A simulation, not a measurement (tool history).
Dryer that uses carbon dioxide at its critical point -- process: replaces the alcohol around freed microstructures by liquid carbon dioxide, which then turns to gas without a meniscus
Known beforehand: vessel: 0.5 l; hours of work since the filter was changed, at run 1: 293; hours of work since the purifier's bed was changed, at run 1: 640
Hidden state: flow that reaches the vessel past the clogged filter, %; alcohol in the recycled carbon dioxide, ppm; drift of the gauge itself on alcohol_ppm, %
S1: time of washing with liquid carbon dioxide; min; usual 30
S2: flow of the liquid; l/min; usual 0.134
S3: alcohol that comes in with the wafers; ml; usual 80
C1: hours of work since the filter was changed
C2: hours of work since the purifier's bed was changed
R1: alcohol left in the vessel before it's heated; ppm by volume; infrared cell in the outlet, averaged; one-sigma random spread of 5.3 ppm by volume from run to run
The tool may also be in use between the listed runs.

run 1 hour=0 | S1=30 S2=0.134 S3=80 | C1=293 C2=640 | R1=255
run 2 hour=20.1 | S1=21 S2=0.134 S3=80 | C1=301 C2=648 | R1=1457
run 3 hour=58.4 | S1=21 S2=0.134 S3=80 | C1=317 C2=664 | R1=1469
run 4 hour=80 | S1=30 S2=0.149 S3=80 | C1=325 C2=673 | R1=182
run 5 hour=102.3 | S1=30 S2=0.149 S3=80 | C1=334 C2=682 | R1=182
run 6 hour=131.7 | S1=30 S2=0.149 S3=80 | C1=346 C2=694 | R1=198
run 7 hour=164.4 | S1=30 S2=0.134 S3=24 | C1=359 C2=707 | R1=162
run 8 hour=203.4 | S1=30 S2=0.134 S3=24 | C1=375 C2=722 | R1=162
run 9 hour=241 | S1=30 S2=0.134 S3=24 | C1=390 C2=738 | R1=158
run 10 hour=275.3 | S1=30 S2=0.134 S3=24 | C1=404 C2=752 | R1=170
run 11 hour=302.2 | S1=30 S2=0.134 S3=24 | C1=415 C2=762 | R1=175
run 12 hour=341.6 | S1=30 S2=0.134 S3=24 | C1=431 C2=778 | R1=171
run 13 hour=360.3 | S1=30 S2=0.172 S3=80 | C1=439 C2=786 | R1=146
run 14 hour=393.1 | S1=30 S2=0.136 S3=58 | C1=452 C2=799 | R1=256
run 15 hour=411.7 | S1=30 S2=0.136 S3=58 | C1=459 C2=807 | R1=249
run 16 hour=431.9 | S1=31 S2=0.092 S3=71 | C1=468 C2=815 | R1=1345
run 17 hour=450.6 | S1=31 S2=0.092 S3=71 | C1=475 C2=823 | R1=1320
run 18 hour=482.6 | S1=31 S2=0.092 S3=71 | C1=488 C2=835 | R1=1353
run 19 hour=504.9 | S1=29 S2=0.108 S3=42 | C1=497 C2=844 | R1=576

3 options for the next run, each taken on its own from the tool as it stands now. Forecast them:
run A hour=539.6 | S1=29 S2=0.107 S3=55 | C1=511 C2=858 | R1=?
run B hour=539.6 | S1=40 S2=0.216 S3=46 | C1=511 C2=858 | R1=?
run C hour=539.6 | S1=30 S2=0.134 S3=24 | C1=511 C2=858 | R1=?

run=A R1=801
run=B R1=117
run=C R1=194
Without the tool's hidden state the same runs would have given:
run=A R1=401
run=B R1=5
run=C R1=44

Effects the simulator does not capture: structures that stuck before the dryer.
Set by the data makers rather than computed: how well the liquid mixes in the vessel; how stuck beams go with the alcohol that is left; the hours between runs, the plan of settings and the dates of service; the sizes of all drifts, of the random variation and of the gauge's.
